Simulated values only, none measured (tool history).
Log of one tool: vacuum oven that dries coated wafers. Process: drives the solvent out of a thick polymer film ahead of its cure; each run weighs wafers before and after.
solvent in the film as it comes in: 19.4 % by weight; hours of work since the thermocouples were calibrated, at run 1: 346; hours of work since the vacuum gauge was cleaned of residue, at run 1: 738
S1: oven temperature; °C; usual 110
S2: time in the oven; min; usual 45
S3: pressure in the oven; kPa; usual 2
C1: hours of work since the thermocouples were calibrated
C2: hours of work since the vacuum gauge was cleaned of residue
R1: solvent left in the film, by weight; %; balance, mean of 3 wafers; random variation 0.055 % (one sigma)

run	hour	S1	S2	S3	C1	C2	R1
1	0	110	45	2	346	738	2.39
2	25.7	110	45	2	357	749	2.4
3	66.5	110	45	1.68	375	767	2.06
4	98.4	110	45	2	388	781	2.45
5	151.3	122	45	2	411	803	1.34
6	191.7	122	45	2	428	821	1.41
7	229.2	122	45	2	445	837	1.41
8	270.8	122	45	2	462	855	1.36
9	305.7	98	45	2	477	870	5
10	338.5	98	45	4.37	491	884	7.64
11	391	110	45	2	514	906	2.39
12	421.7	110	45	2	527	919	2.37
13	458.4	110	45	2	543	935	2.51
14	510.2	110	45	2	565	957	2.43
15	539.4	110	45	2	578	970	2.46
16	584.7	110	23	1.64	597	989	4.36
17	611.5	110	23	5.97	609	1001	7.41
# hour 617: oven's thermocouples calibrated
18	665.5	110	23	5.04	21	1023	6.91
19	708.4	110	23	5.04	39	1041	6.78
20	750.5	113	33	3.32	57	1060	3.62
21	792.5	100	45	1.26	75	1078	3.84
22	827.8	99	45	3.68	90	1093	6.78
# hour 856.5: oven's thermocouples calibrated, once more
23	860.4	99	45	3.68	2	1106	6.41
24	890.8	125	25	2.66	15	1119	1.98
25	930	98	24	1.38	32	1136	7.14
26	953.3	98	30	4.56	42	1146	9.26

Hidden state or all else? Some run-to-run changes of R1, split into what the settings, what came in and random variation would give without the hidden state, and what is left for the hidden state (with any gauge scatter that isn't in both results):
The hidden state here: true wafer temperature over the reading, C; true pressure over the reading, kPa; drift of the gauge itself on solvent_pct, %.
Run 8 -> 9: S1 122 -> 98. R1 +3.64 %: hidden state +0.2, all else +3.44.
Run 10 -> 11: S1 98 -> 110, S3 4.37 -> 2. R1 -5.25 %: hidden state -0.12, all else -5.13.
Run 22 -> 23: oven's thermocouples calibrated, once more. R1 -0.37 %: hidden state -0.28, all else -0.09.
Run 24 -> 25: S1 125 -> 98, S2 25 -> 24, S3 2.66 -> 1.38. R1 +5.16 %: hidden state +0.12, all else +5.04.
